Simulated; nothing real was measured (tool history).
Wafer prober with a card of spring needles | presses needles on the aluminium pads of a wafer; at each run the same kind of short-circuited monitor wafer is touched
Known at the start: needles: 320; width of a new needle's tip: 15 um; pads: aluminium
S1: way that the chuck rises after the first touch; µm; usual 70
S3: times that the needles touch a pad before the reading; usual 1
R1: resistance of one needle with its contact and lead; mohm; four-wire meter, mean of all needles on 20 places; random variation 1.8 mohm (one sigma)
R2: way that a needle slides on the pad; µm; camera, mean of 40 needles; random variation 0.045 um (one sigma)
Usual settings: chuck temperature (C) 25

{"run": 1, "hour": 0.0, "S1": 70, "chuck temperature (C)": 25, "S3": 1, "R1": 186, "R2": 12.08}
{"hour": 1.2, "done": "tips cleaned on abrasive film"}
{"hour": 6.5, "done": "tips cleaned on abrasive film"}
{"hour": 11.9, "done": "tips cleaned on abrasive film"}
{"hour": 17.2, "done": "tips cleaned on abrasive film"}
{"hour": 22.6, "done": "tips cleaned on abrasive film"}
{"hour": 27.0, "done": "tips cleaned on abrasive film"}
{"run": 2, "hour": 27.0, "S1": 70, "chuck temperature (C)": 40, "S3": 1, "R1": 191, "R2": 12.14}
{"hour": 32.3, "done": "tips cleaned on abrasive film"}
{"hour": 37.7, "done": "tips cleaned on abrasive film"}
{"hour": 43.0, "done": "tips cleaned on abrasive film"}
{"hour": 48.4, "done": "tips cleaned on abrasive film"}
{"hour": 53.8, "done": "tips cleaned on abrasive film"}
{"run": 3, "hour": 54.9, "S1": 70, "chuck temperature (C)": 40, "S3": 1, "R1": 189, "R2": 12.13}
{"hour": 58.1, "done": "tips cleaned on abrasive film"}
{"hour": 63.5, "done": "tips cleaned on abrasive film"}
{"hour": 68.9, "done": "tips cleaned on abrasive film"}
{"run": 4, "hour": 72.4, "S1": 70, "chuck temperature (C)": 40, "S3": 1, "R1": 192, "R2": 12.24}
{"hour": 73.5, "done": "tips cleaned on abrasive film"}
{"hour": 77.8, "done": "tips cleaned on abrasive film"}
{"hour": 83.2, "done": "tips cleaned on abrasive film"}
{"hour": 88.6, "done": "tips cleaned on abrasive film"}
{"hour": 93.9, "done": "tips cleaned on abrasive film"}
{"hour": 99.3, "done": "tips cleaned on abrasive film"}
{"run": 5, "hour": 100.3, "S1": 70, "chuck temperature (C)": 25, "S3": 1, "R1": 191, "R2": 12.21}
{"hour": 103.7, "done": "height of the first contact set anew"}
{"hour": 104.9, "done": "tips cleaned on abrasive film"}
{"hour": 110.2, "done": "tips cleaned on abrasive film"}
{"hour": 115.6, "done": "tips cleaned on abrasive film"}
{"run": 6, "hour": 117.0, "S1": 70, "chuck temperature (C)": 25, "S3": 1, "R1": 190, "R2": 12.12}
{"hour": 120.3, "done": "tips cleaned on abrasive film"}
{"hour": 125.6, "done": "tips cleaned on abrasive film"}
{"hour": 129.9, "done": "tips cleaned on abrasive film"}
{"hour": 135.3, "done": "tips cleaned on abrasive film"}
{"hour": 140.7, "done": "tips cleaned on abrasive film"}
{"run": 7, "hour": 142.6, "S1": 69, "chuck temperature (C)": 25, "S3": 1, "R1": 189, "R2": 11.96}
{"hour": 145.9, "done": "tips cleaned on abrasive film"}
{"hour": 151.2, "done": "tips cleaned on abrasive film"}
{"hour": 155.5, "done": "tips cleaned on abrasive film"}
{"hour": 160.9, "done": "tips cleaned on abrasive film"}
{"run": 8, "hour": 161.3, "S1": 69, "chuck temperature (C)": 25, "S3": 1, "R1": 191, "R2": 11.96}
{"hour": 165.6, "done": "tips cleaned on abrasive film"}
{"hour": 170.9, "done": "tips cleaned on abrasive film"}
{"hour": 176.3, "done": "tips cleaned on abrasive film"}
{"hour": 180.6, "done": "tips cleaned on abrasive film"}
{"run": 9, "hour": 180.6, "S1": 69, "chuck temperature (C)": 25, "S3": 1, "R1": 189, "R2": 12.05}
{"hour": 184.9, "done": "tips cleaned on abrasive film"}
{"hour": 190.3, "done": "tips cleaned on abrasive film"}
{"hour": 194.6, "done": "tips cleaned on abrasive film"}
{"hour": 199.3, "done": "tips cleaned on abrasive film"}
{"run": 10, "hour": 199.3, "S1": 70, "chuck temperature (C)": 25, "S3": 1, "R1": 191, "R2": 12.14}
{"hour": 204.7, "done": "tips cleaned on abrasive film"}
{"hour": 210.0, "done": "tips cleaned on abrasive film"}
{"hour": 215.4, "done": "tips cleaned on abrasive film"}
{"run": 11, "hour": 216.3, "S1": 70, "chuck temperature (C)": 25, "S3": 1, "R1": 189, "R2": 12.14}
{"hour": 220.6, "done": "tips cleaned on abrasive film"}
{"hour": 226.0, "done": "tips cleaned on abrasive film"}
{"hour": 231.3, "done": "tips cleaned on abrasive film"}
{"hour": 236.7, "done": "tips cleaned on abrasive film"}
{"run": 12, "hour": 240.2, "S1": 70, "chuck temperature (C)": 25, "S3": 1, "R1": 190, "R2": 12.14}
{"hour": 241.4, "done": "tips cleaned on abrasive film"}
{"hour": 246.7, "done": "tips cleaned on abrasive film"}
{"hour": 252.1, "done": "tips cleaned on abrasive film"}
{"run": 13, "hour": 252.8, "S1": 70, "chuck temperature (C)": 25, "S3": 1, "R1": 189, "R2": 12.07}
{"hour": 257.1, "done": "tips cleaned on abrasive film"}
{"hour": 262.5, "done": "tips cleaned on abrasive film"}
{"hour": 267.8, "done": "tips cleaned on abrasive film"}
{"hour": 272.1, "done": "tips cleaned on abrasive film"}
{"run": 14, "hour": 274.9, "S1": 70, "chuck temperature (C)": 36, "S3": 1, "R1": 194, "R2": 12.12}
{"hour": 277.1, "done": "tips cleaned on abrasive film"}
{"hour": 282.4, "done": "tips cleaned on abrasive film"}
{"hour": 286.7, "done": "tips cleaned on abrasive film"}
{"hour": 292.1, "done": "tips cleaned on abrasive film"}
{"hour": 296.4, "done": "tips cleaned on abrasive film"}
{"hour": 301.8, "done": "tips cleaned on abrasive film"}
{"run": 15, "hour": 302.4, "S1": 53, "chuck temperature (C)": 41, "S3": 1, "R1": 196, "R2": 9.2}
{"hour": 306.7, "done": "tips cleaned on abrasive film"}
{"hour": 312.0, "done": "tips cleaned on abrasive film"}
{"hour": 317.4, "done": "tips cleaned on abrasive film"}
{"hour": 322.8, "done": "tips cleaned on abrasive film"}
{"run": 16, "hour": 325.2, "S1": 77, "chuck temperature (C)": 25, "S3": 2, "R1": 190, "R2": 13.31}

Run 17 comes next. What will it give?
{"hour": 327.4, "done": "tips cleaned on abrasive film"}
{"hour": 331.7, "done": "tips cleaned on abrasive film"}
{"hour": 337.0, "done": "tips cleaned on abrasive film"}
{"run": 17, "hour": 337.8, "S1": 77, "chuck temperature (C)": 25, "S3": 2, "R1": "?", "R2": "?"}

Run 17 gave R1 188 mohm, R2 13.38 µm.
Without the tool's hidden state the same run would have given R1 188 mohm, R2 13.39 µm.
